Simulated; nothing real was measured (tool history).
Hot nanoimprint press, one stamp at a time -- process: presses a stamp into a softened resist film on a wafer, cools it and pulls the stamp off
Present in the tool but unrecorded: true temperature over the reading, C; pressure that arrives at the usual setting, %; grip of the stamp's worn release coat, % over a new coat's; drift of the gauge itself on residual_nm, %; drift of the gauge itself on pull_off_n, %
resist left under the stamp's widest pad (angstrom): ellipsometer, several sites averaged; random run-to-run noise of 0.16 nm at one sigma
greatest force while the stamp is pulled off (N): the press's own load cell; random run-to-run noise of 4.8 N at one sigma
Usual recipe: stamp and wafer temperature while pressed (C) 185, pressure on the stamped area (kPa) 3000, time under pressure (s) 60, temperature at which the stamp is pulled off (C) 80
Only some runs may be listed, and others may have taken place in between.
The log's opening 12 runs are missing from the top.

run	hour	stamp and wafer temperature while pressed (C)	pressure on the stamped area (kPa)	time under pressure (s)	temperature at which the stamp is pulled off (C)	hours of work since the thermocouple was calibrated	imprints on the stamp's release coat	hours of work since the press's seals were changed	resist left under the stamp's widest pad (angstrom)	greatest force while the stamp is pulled off (N)
13	100.8	185	3000	60	66	290	724	76	1547	253
14	108.7	185	3000	60	66	296	744	81	1551	259
15	116.2	185	3000	60	66	301	763	86	1551	248
16	127.6	185	3000	60	66	309	793	94	1554	251
17	136.8	185	3000	60	66	315	816	101	1554	248
18	146.7	186	4000	56	84	322	842	107	1339	229
19	157.4	186	4000	56	84	329	869	115	1341	232
20	163.2	185	3230	94	80	333	884	119	1255	238
21	171.5	186	4160	30	69	339	905	124	1669	245
22	181.5	186	4160	94	80	346	931	131	1066	234
23	186.3	186	4040	82	80	349	943	135	1145	233
24	197.8	195	3110	56	86	357	973	143	1233	227
25	205.3	177	3440	45	86	362	992	148	1987	223
26	216.3	177	3440	45	86	370	1020	155	1989	216
27	224.9	177	3440	45	86	376	1043	161	1988	218
28	232.6	177	3440	45	86	381	1062	166	1990	230
29	241.1	177	3870	42	68	387	1084	172	1929	266
30	249.3	177	3870	42	68	392	1105	178	1933	263
31	255.9	196	2330	34	83	397	1122	182	1704	229

Predict each of these 3 candidate next runs independently; none follows another, all start after run 31:
A	261.7	185	3960	60	83	401	1137	187	?	?
B	261.7	196	2700	34	83	401	1137	187	?	?
C	261.7	177	3670	34	83	401	1137	187	?	?

run	resist left under the stamp's widest pad (angstrom)	greatest force while the stamp is pulled off (N)
A	1352	230
B	1583	231
C	2129	231
With the hidden condition removed and each run's random variation left untouched, the same runs would have given:
run	resist left under the stamp's widest pad (angstrom)	greatest force while the stamp is pulled off (N)
A	1333	229
B	1560	230
C	2098	230
